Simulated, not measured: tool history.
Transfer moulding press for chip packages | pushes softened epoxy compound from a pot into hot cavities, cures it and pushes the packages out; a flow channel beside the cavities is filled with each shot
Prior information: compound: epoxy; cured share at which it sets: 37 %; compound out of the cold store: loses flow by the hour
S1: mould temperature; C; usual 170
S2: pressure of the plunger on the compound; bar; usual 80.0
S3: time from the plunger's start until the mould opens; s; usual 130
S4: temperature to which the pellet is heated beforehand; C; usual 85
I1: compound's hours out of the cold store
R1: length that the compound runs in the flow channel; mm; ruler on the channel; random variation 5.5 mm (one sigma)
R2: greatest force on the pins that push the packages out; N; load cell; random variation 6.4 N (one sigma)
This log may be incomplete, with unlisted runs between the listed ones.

run	hour	S1	S2	S3	S4	I1	R1	R2
1	0.0	170	80.0	130	85	39.4	555	409
2	8.6	172	80.0	130	85	45.4	550	410
3	16.0	170	95.0	130	85	42.2	599	435
4	20.2	170	80.0	130	90	39.9	556	439
5	29.8	170	80.0	130	90	8.7	658	476
6	34.5	170	80.0	130	90	23.7	606	480
7	40.3	170	80.0	147	85	19.2	613	453
# hour 48.6: cavities cleaned with cleaning compound and waxed
8	49.4	170	86.8	147	85	14.0	677	249
9	58.4	170	86.8	147	85	16.2	660	291
10	66.1	170	86.8	147	85	24.4	625	324
11	72.3	170	86.8	147	95	36.6	589	340
12	78.7	170	86.8	147	95	37.8	591	388
13	87.3	170	80.0	130	85	33.3	569	412
14	91.4	170	80.0	130	85	41.2	553	420
15	97.3	170	80.0	130	85	21.1	609	439
16	105.8	167	97.3	130	81	23.5	672	511
17	113.2	167	97.3	130	81	26.4	651	516
18	120.4	167	97.3	130	81	13.5	700	532
19	127.6	167	97.3	130	81	18.9	677	545
# hour 131.2: cavities cleaned with cleaning compound and waxed
20	135.4	167	97.3	130	81	25.1	649	304
21	144.9	175	88.0	160	85	41.2	567	311
22	150.8	175	77.8	160	81	25.6	584	328
23	157.4	175	60.5	160	80	28.9	497	343
24	163.6	162	60.6	160	88	9.6	560	410
25	168.1	167	64.8	160	76	32.1	512	381
26	173.4	170	80.0	149	85	26.6	583	405
27	180.8	170	92.1	149	85	39.3	571	438
# hour 186.7: plunger's sealing rings changed
28	192.4	170	74.3	152	90	47.0	554	441

Run by run, hidden condition taken away, random variation retained:
The tool's hidden condition here consists of: true mould temperature over the reading, C; pressure that reaches the compound, % of what is set; grip of the stained cavities, % over clean ones'; drift of the gauge itself on flow_mm, %; drift of the gauge itself on push_out_n, %.
run	R1	R2
1	591	256
2	586	239
3	639	242
4	593	241
5	704	252
6	649	256
7	657	231
8	726	242
9	709	238
10	672	239
11	634	232
12	637	253
13	615	249
14	597	246
15	658	252
16	727	280
17	706	276
18	760	275
19	736	280
20	707	272
21	618	239
22	637	235
23	543	226
24	613	258
25	561	232
26	639	244
27	627	252
28	555	239
